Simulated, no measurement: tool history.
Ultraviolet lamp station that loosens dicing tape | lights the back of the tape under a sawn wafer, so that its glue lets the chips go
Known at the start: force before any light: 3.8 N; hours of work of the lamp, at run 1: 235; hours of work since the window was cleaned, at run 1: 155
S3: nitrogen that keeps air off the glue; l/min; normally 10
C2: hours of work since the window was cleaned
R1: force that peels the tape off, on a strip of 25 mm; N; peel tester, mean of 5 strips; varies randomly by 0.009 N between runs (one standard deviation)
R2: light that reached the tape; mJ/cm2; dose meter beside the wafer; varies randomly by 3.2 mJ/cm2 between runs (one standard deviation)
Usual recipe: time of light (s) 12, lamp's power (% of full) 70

Run 1, hour 0.0: usual settings; hours of work of the lamp 235; C2 155. Result: R1 0.365 N, R2 500 mJ/cm2.
Run 2, hour 4.4: usual settings; hours of work of the lamp 238; C2 159. Result: R1 0.396 N, R2 507 mJ/cm2.
Run 3, hour 11.1: usual settings; hours of work of the lamp 242; C2 163. Result: R1 0.370 N, R2 511 mJ/cm2.
Run 4, hour 18.7: usual settings; hours of work of the lamp 248; C2 169. Result: R1 0.373 N, R2 512 mJ/cm2.
Run 5, hour 28.7: usual settings; hours of work of the lamp 255; C2 176. Result: R1 0.376 N, R2 511 mJ/cm2.
Run 6, hour 38.9: usual settings; hours of work of the lamp 262; C2 183. Result: R1 0.369 N, R2 504 mJ/cm2.
Run 7, hour 48.0: usual settings; hours of work of the lamp 269; C2 190. Result: R1 0.375 N, R2 505 mJ/cm2.
Run 8, hour 56.0: usual settings; hours of work of the lamp 275; C2 196. Result: R1 0.369 N, R2 513 mJ/cm2.
Run 9, hour 65.8: usual settings; hours of work of the lamp 282; C2 203. Result: R1 0.357 N, R2 512 mJ/cm2.
Run 10, hour 72.3: usual settings but time of light (s) 17; hours of work of the lamp 286; C2 207. Result: R1 0.277 N, R2 722 mJ/cm2.
Run 11, hour 76.7: usual settings but time of light (s) 17, lamp's power (% of full) 75; hours of work of the lamp 290; C2 211. Result: R1 0.241 N, R2 775 mJ/cm2.
Run 12, hour 86.2: usual settings but time of light (s) 17, lamp's power (% of full) 75; hours of work of the lamp 296; C2 217. Result: R1 0.242 N, R2 767 mJ/cm2.
Run 13, hour 93.6: usual settings but time of light (s) 17, lamp's power (% of full) 75; hours of work of the lamp 302; C2 223. Result: R1 0.236 N, R2 766 mJ/cm2.
Run 14, hour 99.2: usual settings but time of light (s) 17, lamp's power (% of full) 75; hours of work of the lamp 306; C2 227. Result: R1 0.249 N, R2 777 mJ/cm2.
Run 15, hour 104.6: usual settings but lamp's power (% of full) 72; hours of work of the lamp 310; C2 231. Result: R1 0.382 N, R2 521 mJ/cm2.
Run 16, hour 111.3: usual settings but lamp's power (% of full) 72; hours of work of the lamp 314; C2 235. Result: R1 0.374 N, R2 522 mJ/cm2.
Run 17, hour 117.9: usual settings but lamp's power (% of full) 72, S3 16 l/min; hours of work of the lamp 319; C2 240. Result: R1 0.322 N, R2 524 mJ/cm2.
Run 18, hour 122.3: usual settings but lamp's power (% of full) 72, S3 16 l/min; hours of work of the lamp 322; C2 243. Result: R1 0.309 N, R2 521 mJ/cm2.
At hour 127.0: window cleaned of glue's vapour.
Run 19, hour 127.7: usual settings but lamp's power (% of full) 72, S3 16 l/min; hours of work of the lamp 326; C2 1. Result: R1 0.309 N, R2 530 mJ/cm2.
Run 20, hour 133.6: usual settings; hours of work of the lamp 330; C2 5. Result: R1 0.378 N, R2 507 mJ/cm2.
Run 21, hour 139.3: usual settings but S3 12 l/min; hours of work of the lamp 334; C2 9. Result: R1 0.346 N, R2 509 mJ/cm2.
Run 22, hour 149.5: usual settings but time of light (s) 18, lamp's power (% of full) 83; hours of work of the lamp 341; C2 16. Result: R1 0.235 N, R2 909 mJ/cm2.
Run 23, hour 155.0: usual settings but time of light (s) 13, lamp's power (% of full) 75, S3 14 l/min; hours of work of the lamp 345; C2 20. Result: R1 0.282 N, R2 596 mJ/cm2.
Run 24, hour 165.1: usual settings but time of light (s) 10, S3 8 l/min; hours of work of the lamp 353; C2 27. Result: R1 0.509 N, R2 425 mJ/cm2.
Run 25, hour 170.0: usual settings but time of light (s) 10, S3 9 l/min; hours of work of the lamp 356; C2 31. Result: R1 0.493 N, R2 427 mJ/cm2.
Run 26, hour 174.7: usual settings but time of light (s) 10, S3 9 l/min; hours of work of the lamp 360; C2 34. Result: R1 0.494 N, R2 421 mJ/cm2.
Run 27, hour 179.8: usual settings but time of light (s) 18, lamp's power (% of full) 62, S3 8 l/min; hours of work of the lamp 363; C2 38. Result: R1 0.280 N, R2 682 mJ/cm2.
Run 28, hour 187.1: usual settings but time of light (s) 18, lamp's power (% of full) 62, S3 8 l/min; hours of work of the lamp 369; C2 43. Result: R1 0.288 N, R2 672 mJ/cm2.
Run 29, hour 196.3: usual settings but time of light (s) 20, lamp's power (% of full) 76, S3 5 l/min; hours of work of the lamp 375; C2 50. Result: R1 0.245 N, R2 911 mJ/cm2.
Run 30, hour 206.6: usual settings but lamp's power (% of full) 75; hours of work of the lamp 382; C2 57. Result: R1 0.337 N, R2 541 mJ/cm2.
Run 31, hour 213.5: usual settings but lamp's power (% of full) 75; hours of work of the lamp 387; C2 62. Result: R1 0.352 N, R2 541 mJ/cm2.
Run 32, hour 218.0: usual settings but time of light (s) 6, lamp's power (% of full) 95, S3 7 l/min; hours of work of the lamp 391; C2 65. Result: R1 0.719 N, R2 340 mJ/cm2.
Run 33, hour 223.9: usual settings but time of light (s) 19, lamp's power (% of full) 75, S3 4 l/min; hours of work of the lamp 395; C2 70. Result: R1 0.264 N, R2 864 mJ/cm2.
Run 34, hour 234.0: usual settings but time of light (s) 19, lamp's power (% of full) 75, S3 4 l/min; hours of work of the lamp 402; C2 77. Result: R1 0.268 N, R2 860 mJ/cm2.
Run 35, hour 239.5: usual settings but time of light (s) 6, lamp's power (% of full) 90, S3 8 l/min; hours of work of the lamp 406; C2 81. Result: R1 0.740 N, R2 329 mJ/cm2.
Run 36, hour 248.9: usual settings but time of light (s) 6, lamp's power (% of full) 90, S3 8 l/min; hours of work of the lamp 413; C2 88. Result: R1 0.761 N, R2 322 mJ/cm2.
Run 37, hour 256.9: usual settings but time of light (s) 11, lamp's power (% of full) 90, S3 8 l/min; hours of work of the lamp 419; C2 93. Result: R1 0.317 N, R2 602 mJ/cm2.
Run 38, hour 261.4: usual settings but time of light (s) 11, lamp's power (% of full) 90, S3 8 l/min; hours of work of the lamp 422; C2 97. Result: R1 0.332 N, R2 601 mJ/cm2.
Run 39, hour 268.8: usual settings but S3 5 l/min; hours of work of the lamp 427; C2 102. Result: R1 0.471 N, R2 508 mJ/cm2.
Run 40, hour 273.9: usual settings but S3 5 l/min; hours of work of the lamp 431; C2 105. Result: R1 0.483 N, R2 512 mJ/cm2.
Run 41, hour 282.0: usual settings but S3 5 l/min; hours of work of the lamp 437; C2 111. Result: R1 0.486 N, R2 512 mJ/cm2.
Run 42, hour 289.5: usual settings but lamp's power (% of full) 69; hours of work of the lamp 442; C2 117. Result: R1 0.388 N, R2 500 mJ/cm2.

Hidden state at the last listed run before each entry between runs and at the first one after, where it differs:
Runs 18 to 19: window cleaned of glue's vapour (hour 127.0)
  light that the window lets through, % of a clean one's: 99.9 -> 100

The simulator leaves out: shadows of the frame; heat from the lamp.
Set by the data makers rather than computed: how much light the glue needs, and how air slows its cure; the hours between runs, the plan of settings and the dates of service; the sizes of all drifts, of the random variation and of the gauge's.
